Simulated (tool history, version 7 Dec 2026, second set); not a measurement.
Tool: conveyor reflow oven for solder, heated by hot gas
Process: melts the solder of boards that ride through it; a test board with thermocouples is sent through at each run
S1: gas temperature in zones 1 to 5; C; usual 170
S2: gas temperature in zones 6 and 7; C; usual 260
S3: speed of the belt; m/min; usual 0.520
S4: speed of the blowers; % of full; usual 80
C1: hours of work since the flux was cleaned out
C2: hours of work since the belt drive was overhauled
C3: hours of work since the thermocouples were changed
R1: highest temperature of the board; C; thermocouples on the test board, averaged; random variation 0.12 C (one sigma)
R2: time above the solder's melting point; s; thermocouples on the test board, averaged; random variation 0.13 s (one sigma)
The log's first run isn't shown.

run	day	S1	S2	S3	S4	C1	C2	C3	R1	R2
2	0.400	170	260	0.520	80	64	130	659	245.3	54.1
3	0.908	170	260	0.547	80	72	139	667	243.7	49.4
4	1.342	170	267	0.520	80	80	146	674	251.4	58.5
5	1.804	170	267	0.520	80	87	154	682	251.2	58.5
6	2.304	170	267	0.520	80	96	162	691	251.2	58.5
7	2.762	170	260	0.547	80	103	170	698	243.6	49.4
8	3.583	170	260	0.440	80	117	184	712	249.4	70.1
9	4.275	170	260	0.440	80	129	195	724	249.4	69.9
10	4.842	170	260	0.440	80	138	205	733	249.5	69.8
11	5.612	170	260	0.440	80	151	218	746	249.4	69.6
12	6.183	170	260	0.520	80	161	227	756	244.9	53.6
13	6.929	170	260	0.520	80	173	240	768	244.9	53.4
14	7.546	174	260	0.520	80	184	250	779	245.4	55.6
# day 7.817: flux residue cleaned out of gas plates and filters
15	8.446	170	261	0.520	80	11	262	790	245.5	53.8
# day 8.879: thermocouples of zones 6 and 7 changed
16	9.412	170	261	0.520	80	25	277	9	246.3	54.7
17	10.108	170	261	0.520	80	37	288	21	246.1	54.5
18	10.688	166	265	0.533	82	47	298	30	248.6	53.9
19	11.350	166	259	0.533	60	58	309	41	236.8	39.4
20	12.279	156	259	0.533	82	73	325	57	241.6	44.3
# day 12.779: flux residue cleaned out of gas plates and filters, once more
21	13.267	155	264	0.619	75	8	338	70	238.8	33.4
22	13.808	170	269	0.520	75	17	347	79	252.5	59.4
23	14.333	156	258	0.584	75	26	356	88	236.5	33.8
24	14.967	170	271	0.555	53	37	366	99	243.2	45.0
25	15.662	170	271	0.472	67	48	378	110	254.8	67.3
26	16.092	184	262	0.471	79	56	385	117	251.9	72.6

The next listed run, before its measurement:
27	16.700	170	260	0.554	57	66	395	128	?	?

R1: 236.3 C
R2: 38.0 s
Without the tool's hidden state the same run would have given R1 236.9 C, R2 38.5 s.
